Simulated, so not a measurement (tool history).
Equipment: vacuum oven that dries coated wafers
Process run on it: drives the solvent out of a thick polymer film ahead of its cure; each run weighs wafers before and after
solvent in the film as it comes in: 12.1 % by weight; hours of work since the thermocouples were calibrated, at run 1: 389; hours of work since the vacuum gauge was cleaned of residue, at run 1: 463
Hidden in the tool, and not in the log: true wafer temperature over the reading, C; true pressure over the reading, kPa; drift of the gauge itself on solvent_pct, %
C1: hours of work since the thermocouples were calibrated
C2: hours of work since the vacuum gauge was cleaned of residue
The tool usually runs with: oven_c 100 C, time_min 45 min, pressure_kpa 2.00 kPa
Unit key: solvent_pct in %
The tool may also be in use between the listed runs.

{"run": 1, "day": 0.0, "oven_c": 100, "time_min": 45, "pressure_kpa": 2.0, "C1": 389, "C2": 463, "solvent_pct": 3.22}
{"run": 2, "day": 1.679, "oven_c": 100, "time_min": 45, "pressure_kpa": 2.0, "C1": 416, "C2": 489, "solvent_pct": 3.27}
{"run": 3, "day": 3.367, "oven_c": 100, "time_min": 45, "pressure_kpa": 6.89, "C1": 442, "C2": 515, "solvent_pct": 6.88}
{"run": 4, "day": 4.704, "oven_c": 100, "time_min": 45, "pressure_kpa": 6.89, "C1": 463, "C2": 536, "solvent_pct": 6.77}
{"run": 5, "day": 5.996, "oven_c": 100, "time_min": 45, "pressure_kpa": 6.89, "C1": 483, "C2": 556, "solvent_pct": 6.84}
{"run": 6, "day": 7.379, "oven_c": 100, "time_min": 45, "pressure_kpa": 7.82, "C1": 504, "C2": 578, "solvent_pct": 7.53}
{"run": 7, "day": 8.292, "oven_c": 100, "time_min": 45, "pressure_kpa": 7.82, "C1": 519, "C2": 592, "solvent_pct": 7.52}
{"run": 8, "day": 9.833, "oven_c": 100, "time_min": 45, "pressure_kpa": 7.82, "C1": 543, "C2": 616, "solvent_pct": 7.48}
{"run": 9, "day": 11.808, "oven_c": 100, "time_min": 45, "pressure_kpa": 7.82, "C1": 573, "C2": 647, "solvent_pct": 7.51}
{"run": 10, "day": 13.138, "oven_c": 100, "time_min": 45, "pressure_kpa": 7.82, "C1": 594, "C2": 668, "solvent_pct": 7.55}
{"run": 11, "day": 14.962, "oven_c": 100, "time_min": 45, "pressure_kpa": 2.0, "C1": 623, "C2": 696, "solvent_pct": 3.25}
{"run": 12, "day": 15.862, "oven_c": 100, "time_min": 45, "pressure_kpa": 2.0, "C1": 637, "C2": 710, "solvent_pct": 3.26}
{"run": 13, "day": 16.992, "oven_c": 110, "time_min": 50, "pressure_kpa": 1.11, "C1": 654, "C2": 728, "solvent_pct": 1.19}
{"run": 14, "day": 18.9, "oven_c": 95, "time_min": 35, "pressure_kpa": 1.16, "C1": 684, "C2": 757, "solvent_pct": 4.26}
{"run": 15, "day": 20.608, "oven_c": 95, "time_min": 35, "pressure_kpa": 1.16, "C1": 711, "C2": 784, "solvent_pct": 4.25}
{"run": 16, "day": 21.467, "oven_c": 94, "time_min": 58, "pressure_kpa": 2.06, "C1": 724, "C2": 797, "solvent_pct": 3.78}
{"run": 17, "day": 22.979, "oven_c": 85, "time_min": 58, "pressure_kpa": 3.01, "C1": 748, "C2": 821, "solvent_pct": 6.8}
{"run": 18, "day": 24.379, "oven_c": 85, "time_min": 58, "pressure_kpa": 3.01, "C1": 769, "C2": 843, "solvent_pct": 6.76}
{"run": 19, "day": 25.908, "oven_c": 85, "time_min": 58, "pressure_kpa": 3.01, "C1": 793, "C2": 867, "solvent_pct": 6.81}
{"run": 20, "day": 27.312, "oven_c": 88, "time_min": 59, "pressure_kpa": 2.0, "C1": 815, "C2": 889, "solvent_pct": 4.96}
{"run": 21, "day": 28.192, "oven_c": 99, "time_min": 41, "pressure_kpa": 1.96, "C1": 829, "C2": 902, "solvent_pct": 3.64}
{"run": 22, "day": 29.121, "oven_c": 102, "time_min": 50, "pressure_kpa": 2.0, "C1": 843, "C2": 917, "solvent_pct": 2.64}
{"run": 23, "day": 30.808, "oven_c": 104, "time_min": 46, "pressure_kpa": 7.2, "C1": 869, "C2": 943, "solvent_pct": 6.01}

Here are 5 independent what-if runs from the current tool condition. What would each one return?
{"run": "A", "day": 32.429, "oven_c": 101, "time_min": 74, "pressure_kpa": 1.34, "C1": 895, "C2": 968, "solvent_pct": "?"}
{"run": "B", "day": 32.429, "oven_c": 100, "time_min": 50, "pressure_kpa": 2.0, "C1": 895, "C2": 968, "solvent_pct": "?"}
{"run": "C", "day": 32.429, "oven_c": 104, "time_min": 38, "pressure_kpa": 7.2, "C1": 895, "C2": 968, "solvent_pct": "?"}
{"run": "D", "day": 32.429, "oven_c": 104, "time_min": 46, "pressure_kpa": 1.01, "C1": 895, "C2": 968, "solvent_pct": "?"}
{"run": "E", "day": 32.429, "oven_c": 96, "time_min": 51, "pressure_kpa": 4.25, "C1": 895, "C2": 968, "solvent_pct": "?"}

run=A solvent_pct=1.74
run=B solvent_pct=3.00
run=C solvent_pct=6.36
run=D solvent_pct=1.93
run=E solvent_pct=5.55
What these runs would have given with no unlogged condition in the tool:
run=A solvent_pct=1.58
run=B solvent_pct=2.96
run=C solvent_pct=6.48
run=D solvent_pct=1.86
run=E solvent_pct=5.58
